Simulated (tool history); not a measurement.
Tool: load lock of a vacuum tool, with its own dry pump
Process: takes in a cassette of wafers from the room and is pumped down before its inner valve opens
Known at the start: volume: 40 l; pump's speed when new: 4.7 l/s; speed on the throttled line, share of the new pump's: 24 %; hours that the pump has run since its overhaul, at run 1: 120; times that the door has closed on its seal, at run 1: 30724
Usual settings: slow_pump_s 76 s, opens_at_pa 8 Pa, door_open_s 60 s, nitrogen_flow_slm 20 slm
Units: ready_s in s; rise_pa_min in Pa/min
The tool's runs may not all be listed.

run	day	slow_pump_s	opens_at_pa	door_open_s	nitrogen_flow_slm	hours that the pump has run since its overhaul	times that the door has closed on its seal	incoming humidity of the room's air, %	ready_s	rise_pa_min
1	0	76	8	60	20	120	30724	45.4	140.3	0.33
2	8.133	76	8	60	20	316	31629	47.5	138.5	0.355
3	14.362	76	8	60	20	465	32321	44	139.5	0.351
4	22.754	76	8	60	20	666	33255	46.4	140.9	0.373
5	29.254	76	8	60	5	823	33978	43.1	141.7	0.407
6	36.488	76	8	60	5	996	34782	50.1	141.3	0.422
7	45.829	76	8	60	5	1220	35821	48	140.4	0.439
8	56.821	76	8	60	5	1484	37044	42.7	140.6	0.451
9	66.721	76	8	60	5	1722	38145	44.4	141.4	0.478
10	74.167	76	8	60	5	1900	38973	43.8	141.5	0.484
# day 79.829: door's seal changed, seat wiped
11	82.471	76	8	60	5	2098	294	43.6	142.1	0.061
12	88.45	76	8	60	5	2242	959	45.9	141.5	0.066
13	95.604	76	8	60	5	2413	1754	45.8	141.2	0.074
14	101.788	89	8	60	20	2562	2442	40.8	151.5	0.054
15	112.175	76	8	60	20	2811	3597	44	143.2	0.064
16	122.588	76	8	60	20	3061	4755	47.6	144.7	0.073
17	129.196	76	8	60	20	3220	5490	45	142	0.07
18	137.425	76	8	60	20	3417	6406	42.7	145.1	0.069
19	143.371	128	11	153	7	3560	7067	44.8	178.9	0.159
20	151.317	68	11	114	38	3751	7951	45.3	133.5	0.097

Run 21 comes next. What will it give?
21	157.271	68	11	48	38	3893	8613	46.5	?	?

ready_s: 133.1 s
rise_pa_min: 0.07 Pa/min
Without the tool's hidden state the same run would have given ready_s 128.7 s, rise_pa_min 0.03 Pa/min.
